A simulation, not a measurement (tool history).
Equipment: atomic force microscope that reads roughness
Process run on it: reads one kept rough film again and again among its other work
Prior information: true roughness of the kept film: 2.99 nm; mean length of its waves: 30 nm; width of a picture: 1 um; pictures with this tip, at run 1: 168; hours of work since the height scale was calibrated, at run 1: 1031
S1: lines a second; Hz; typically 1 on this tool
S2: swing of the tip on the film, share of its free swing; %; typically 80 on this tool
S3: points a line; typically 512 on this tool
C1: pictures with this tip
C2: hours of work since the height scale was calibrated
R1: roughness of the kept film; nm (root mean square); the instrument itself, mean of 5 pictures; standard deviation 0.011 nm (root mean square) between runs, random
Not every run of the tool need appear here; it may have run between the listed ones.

run	hour	S1	S2	S3	C1	C2	R1
1	0	1	80	512	168	1031	2.129
2	36.8	1	80	512	243	1056	1.994
3	80.2	1	80	512	330	1085	1.894
# hour 103.6: new tip fitted
4	104	1	80	512	1	1101	2.391
5	135.4	1	80	512	64	1123	2.29
6	162.6	1	80	512	119	1141	2.182
7	187.5	1	80	512	169	1158	2.103
8	217.3	2.45	80	512	229	1179	1.821
9	253.4	2.45	80	512	302	1203	1.71
10	280.8	1	80	512	357	1222	1.84
# hour 292.3: new tip fitted
11	317.7	1	80	512	51	1247	2.299
12	353.6	1	80	512	124	1271	2.163
13	374.6	3.17	80	512	166	1285	1.8
14	419.7	1	80	512	257	1316	1.965
15	454.1	1	80	512	326	1340	1.855
# hour 477.8: new tip fitted
16	484.6	1	61	512	14	1360	2.5
17	512.7	1	61	512	71	1379	2.373
18	542.6	1	63	512	131	1400	2.242
# hour 547: height scale calibrated on a step standard
19	568.2	1	63	512	180	14	2.142
20	593.8	0.55	63	512	232	32	2.098
21	634.7	0.55	63	512	314	60	1.992
# hour 650.7: height scale calibrated on a step standard, once more
# hour 667.5: new tip fitted
22	669.9	1.67	72	726	5	13	2.43
23	707.6	0.78	62	450	81	39	2.399
24	734.3	0.78	62	450	135	57	2.273
25	779.5	1	65	512	226	88	2.131
26	804.2	0.52	60	779	276	104	2.1
27	842.5	1.03	65	781	353	131	1.956
# hour 854.2: new tip fitted
28	884.9	1.03	65	837	61	159	2.386
29	918.3	0.79	73	932	129	182	2.263
30	945.9	1.54	76	366	184	201	2.048
31	991.4	2.47	61	392	276	232	1.966
32	1038.7	1	77	720	371	264	1.86
# hour 1043.3: new tip fitted
33	1075.8	0.53	58	561	65	289	2.441
34	1096.8	0.53	73	269	108	303	2.293
35	1141.7	0.53	73	269	198	334	2.168
36	1187.4	0.53	73	269	290	365	1.993
37	1220.3	1.03	80	737	356	388	1.864
# hour 1230.4: new tip fitted
38	1250.7	0.55	88	635	41	408	2.365
39	1288.3	2.48	75	520	116	434	2.035
40	1326.9	1	63	756	194	460	2.147

Branching from run 40: 3 alternative next runs. What would each branch give?
A	1369.5	1.12	89	291	280	489	?
B	1369.5	2.59	86	807	280	489	?
C	1369.5	0.89	57	580	280	489	?

run	R1
A	1.831
B	1.644
C	2.033
What these runs would have given with no unlogged condition in the tool:
run	R1
A	2.312
B	2.075
C	2.569
